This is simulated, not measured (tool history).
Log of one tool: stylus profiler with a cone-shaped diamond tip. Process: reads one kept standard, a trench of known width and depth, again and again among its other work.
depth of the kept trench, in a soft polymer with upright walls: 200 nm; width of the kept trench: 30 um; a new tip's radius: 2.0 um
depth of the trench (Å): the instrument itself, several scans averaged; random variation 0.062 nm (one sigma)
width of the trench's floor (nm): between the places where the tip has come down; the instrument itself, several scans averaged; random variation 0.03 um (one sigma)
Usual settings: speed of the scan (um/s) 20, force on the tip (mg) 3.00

run	day	speed of the scan (um/s)	force on the tip (mg)	depth of the trench (Å)	width of the trench's floor (nm)
1	0.000	20	3.00	2014.2	28140
2	0.550	20	3.00	2014.4	28170
3	0.946	20	3.00	2013.8	28140
4	1.575	20	3.00	2014.5	28110
5	2.025	20	3.00	2014.7	28140
6	2.592	20	3.00	2013.7	28160
7	3.012	20	3.00	2013.6	28120
8	3.600	20	3.00	2015.1	28180
9	4.183	20	3.00	2014.1	28170
10	4.833	20	6.29	2022.9	28130
11	5.208	20	4.42	2018.5	28130
12	5.621	71	4.42	2018.4	27940
13	6.158	71	4.42	2019.5	27930
14	6.800	20	3.00	2014.0	28170
15	7.092	40	3.00	2013.7	28070
16	7.367	40	3.00	2013.9	28140
17	7.792	40	3.00	2014.2	28110
18	8.283	20	3.00	2015.5	28100
19	8.633	20	3.00	2014.8	28120
20	9.146	20	3.00	2014.1	28160
21	9.538	16	3.00	2014.9	28190
22	9.938	16	1.42	2009.0	28100
23	10.408	16	1.42	2008.7	28130
24	10.725	7	6.03	2022.9	28210
25	11.267	40	2.07	2011.4	28030
26	11.650	5	3.69	2015.8	28220
27	12.296	5	3.69	2015.7	28180
28	12.675	61	1.18	2007.4	27790
29	13.008	54	3.73	2016.5	28040
30	13.608	54	3.73	2017.7	27980
31	14.258	54	3.73	2016.6	28040
32	14.838	54	3.73	2017.0	28040
33	15.150	12	3.91	2016.4	28170
34	15.512	48	3.00	2014.6	28030
# day 16.092: new tip fitted, height scale calibrated
35	16.158	48	3.00	2014.5	28050
36	16.800	48	3.00	2013.4	28050
37	17.446	6	1.34	2008.6	28220
38	17.758	5	1.55	2008.4	28190

The next listed run, before its measurement:
39	18.238	5	1.55	?	?

depth of the trench (Å): 2009.2
width of the trench's floor (nm): 28240
Without the tool's hidden state the same run would have given depth of the trench (Å) 2009.2, width of the trench's floor (nm) 28240.

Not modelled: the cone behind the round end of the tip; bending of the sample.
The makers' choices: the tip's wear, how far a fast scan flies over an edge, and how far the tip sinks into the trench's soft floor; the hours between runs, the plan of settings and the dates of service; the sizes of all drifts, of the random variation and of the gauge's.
